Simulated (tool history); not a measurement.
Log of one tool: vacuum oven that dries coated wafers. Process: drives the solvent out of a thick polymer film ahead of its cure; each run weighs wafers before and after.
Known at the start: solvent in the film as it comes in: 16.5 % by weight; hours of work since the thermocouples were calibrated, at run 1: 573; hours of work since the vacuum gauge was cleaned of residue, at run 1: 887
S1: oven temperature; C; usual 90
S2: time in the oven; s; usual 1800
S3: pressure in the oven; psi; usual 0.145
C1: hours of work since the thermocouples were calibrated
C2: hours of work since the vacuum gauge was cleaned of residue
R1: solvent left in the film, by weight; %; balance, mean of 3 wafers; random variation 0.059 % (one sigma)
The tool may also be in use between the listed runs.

{"run": 1, "hour": 0.0, "S1": 90, "S2": 1800, "S3": 0.145, "C1": 573, "C2": 887, "R1": 3.43}
{"run": 2, "hour": 52.9, "S1": 90, "S2": 1740, "S3": 0.145, "C1": 610, "C2": 923, "R1": 3.65}
{"run": 3, "hour": 121.3, "S1": 90, "S2": 1380, "S3": 0.145, "C1": 656, "C2": 969, "R1": 4.54}
{"run": 4, "hour": 218.6, "S1": 90, "S2": 1380, "S3": 0.145, "C1": 722, "C2": 1036, "R1": 4.68}
{"run": 5, "hour": 313.2, "S1": 90, "S2": 1380, "S3": 0.145, "C1": 787, "C2": 1100, "R1": 4.72}
{"run": 6, "hour": 399.1, "S1": 102, "S2": 1380, "S3": 0.145, "C1": 845, "C2": 1159, "R1": 2.33}
{"run": 7, "hour": 473.0, "S1": 90, "S2": 1800, "S3": 0.145, "C1": 896, "C2": 1209, "R1": 3.49}
{"run": 8, "hour": 549.1, "S1": 85, "S2": 1800, "S3": 0.145, "C1": 948, "C2": 1261, "R1": 4.7}
{"run": 9, "hour": 625.7, "S1": 85, "S2": 1800, "S3": 0.145, "C1": 1000, "C2": 1313, "R1": 5.02}
{"run": 10, "hour": 726.8, "S1": 84, "S2": 1800, "S3": 0.145, "C1": 1069, "C2": 1382, "R1": 5.14}
{"run": 11, "hour": 827.6, "S1": 84, "S2": 2280, "S3": 0.145, "C1": 1137, "C2": 1451, "R1": 4.12}
{"hour": 844.6, "done": "oven's thermocouples calibrated"}
{"run": 12, "hour": 905.8, "S1": 90, "S2": 1800, "S3": 0.289, "C1": 42, "C2": 1503, "R1": 3.93}
{"run": 13, "hour": 953.0, "S1": 90, "S2": 1800, "S3": 0.289, "C1": 74, "C2": 1535, "R1": 3.98}
{"run": 14, "hour": 1005.4, "S1": 90, "S2": 1800, "S3": 0.289, "C1": 110, "C2": 1570, "R1": 4.07}
{"hour": 1051.6, "done": "vacuum gauge cleaned of residue and calibrated"}
{"run": 15, "hour": 1093.7, "S1": 90, "S2": 1800, "S3": 0.145, "C1": 169, "C2": 29, "R1": 3.18}
{"run": 16, "hour": 1141.9, "S1": 98, "S2": 2220, "S3": 0.145, "C1": 202, "C2": 62, "R1": 1.31}
{"run": 17, "hour": 1199.2, "S1": 89, "S2": 2400, "S3": 0.499, "C1": 241, "C2": 101, "R1": 3.78}
{"run": 18, "hour": 1291.0, "S1": 89, "S2": 2400, "S3": 0.499, "C1": 303, "C2": 163, "R1": 3.76}
{"run": 19, "hour": 1372.1, "S1": 90, "S2": 1800, "S3": 0.106, "C1": 358, "C2": 218, "R1": 3.14}
{"run": 20, "hour": 1423.6, "S1": 90, "S2": 1020, "S3": 0.4, "C1": 394, "C2": 254, "R1": 6.82}
{"run": 21, "hour": 1507.1, "S1": 90, "S2": 1020, "S3": 0.4, "C1": 450, "C2": 310, "R1": 6.59}
{"run": 22, "hour": 1556.4, "S1": 90, "S2": 1020, "S3": 0.4, "C1": 484, "C2": 344, "R1": 6.67}
{"run": 23, "hour": 1638.4, "S1": 78, "S2": 1140, "S3": 0.106, "C1": 540, "C2": 400, "R1": 8.12}
{"run": 24, "hour": 1702.7, "S1": 78, "S2": 1140, "S3": 0.106, "C1": 584, "C2": 444, "R1": 7.93}

Forecast each of these 3 alternatives for the next run:
{"run": "A", "hour": 1778.2, "S1": 90, "S2": 1140, "S3": 0.106, "C1": 635, "C2": 495, "R1": "?"}
{"run": "B", "hour": 1778.2, "S1": 81, "S2": 1140, "S3": 0.181, "C1": 635, "C2": 495, "R1": "?"}
{"run": "C", "hour": 1778.2, "S1": 89, "S2": 1800, "S3": 0.087, "C1": 635, "C2": 495, "R1": "?"}

run=A R1=5.45
run=B R1=7.96
run=C R1=3.37
Without the tool's hidden state the same runs would have given:
run=A R1=5.04
run=B R1=7.52
run=C R1=2.97
